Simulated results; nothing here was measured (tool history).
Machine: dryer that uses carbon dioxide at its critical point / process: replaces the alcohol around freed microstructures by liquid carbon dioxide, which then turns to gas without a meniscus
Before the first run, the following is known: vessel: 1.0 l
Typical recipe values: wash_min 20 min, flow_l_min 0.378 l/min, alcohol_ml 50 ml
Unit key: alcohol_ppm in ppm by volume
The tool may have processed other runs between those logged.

run	hour	wash_min	flow_l_min	alcohol_ml	alcohol_ppm
1	0	20	0.378	50	369
2	11.7	20	0.378	50	365
3	30	20	0.378	50	371
4	48.4	20	0.378	50	360
5	65.1	20	0.378	50	372
6	79.3	20	0.378	50	375
7	102.4	19	0.378	50	451
8	128.7	19	0.378	50	464
9	151.5	19	0.378	50	469
10	165.4	19	0.378	50	483
11	185.4	19	0.378	50	463
12	209.5	19	0.378	50	465
13	235.9	19	0.373	50	506
14	258.5	19	0.373	50	520
15	284.8	24	0.329	90	536
16	309	26	0.46	117	189
17	334.9	26	0.46	117	186
18	352.1	13	0.378	50	1904
19	365	13	0.378	50	1873
20	380.7	20	0.378	62	501
21	402	13	0.277	62	5586
22	414	13	0.277	62	5444
23	427.7	13	0.277	62	5542
24	455.9	13	0.416	27	851
25	477.7	13	0.416	27	830
26	497.5	15	0.33	103	3708

Branching from run 26: 3 alternative next runs. What would each branch give?
A	509.9	22	0.413	50	?
B	509.9	14	0.636	115	?
C	509.9	14	0.33	103	?

run	alcohol_ppm
A	276
B	424
C	4713
Without the tool's hidden state the same runs would have given:
run	alcohol_ppm
A	82
B	197
C	3936
